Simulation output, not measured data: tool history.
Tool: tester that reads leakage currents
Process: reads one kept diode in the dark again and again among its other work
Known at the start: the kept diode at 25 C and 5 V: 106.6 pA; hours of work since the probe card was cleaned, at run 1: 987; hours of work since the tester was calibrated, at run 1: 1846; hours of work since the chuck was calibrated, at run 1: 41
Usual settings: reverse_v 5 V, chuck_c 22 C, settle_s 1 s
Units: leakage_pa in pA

run    hour  reverse_v  chuck_c  settle_s  hours of work since the probe card was cleaned  hours of work since the tester was calibrated  hours of work since the chuck was calibrated  leakage_pa
  1       0          5       22         1                                             987                                           1846                                            41       85.84
  2   173.6          5       22         1                                            1073                                           1932                                           127       87.14
  3   337.9       6.84       22         1                                            1155                                           2013                                           208       98.39
      394.3  -- probe card cleaned and baked
  4   526.6          5       55         1                                              65                                           2105                                           300     1095.49
  5   683.1          5       55         1                                             143                                           2183                                           378      1113.4
  6   853.1      12.72       22         1                                             227                                           2267                                           462      123.69
  7   960.6      12.72       22         1                                             280                                           2320                                           515      125.44
  8  1131.5      12.72       22         1                                             365                                           2404                                           599      127.89
  9  1277.9          5       35         1                                             437                                           2477                                           672      268.98
 10  1416.2          5       22      0.32                                             505                                           2545                                           740       97.36
 11  1571.2        1.7       22      0.32                                             582                                           2622                                           817       68.73
 12  1698.2          5       22         1                                             645                                           2685                                           880       98.36
     1748.3  -- tester calibrated
 13  1815.1          5       22         1                                             702                                             33                                           936       98.72
 14  1993.7          5       22         1                                             790                                            121                                          1025      100.68
     2086.6  -- chuck's temperature calibrated
 15  2137.8          5       22         1                                             860                                            192                                            25       84.09
 16  2250.8          5       22         1                                             916                                            248                                            81       85.36
 17    2421          5       32         1                                            1000                                            332                                           165       194.7
 18  2566.6          5       22         1                                            1072                                            404                                           237       87.76

Forecast run 19:
 19  2667      14.99       22      0.84                                            1122                                            453                                           287           ?

leakage_pa: 129.45 pA
Without the tool's hidden state the same run would have given leakage_pa 119.85 pA.
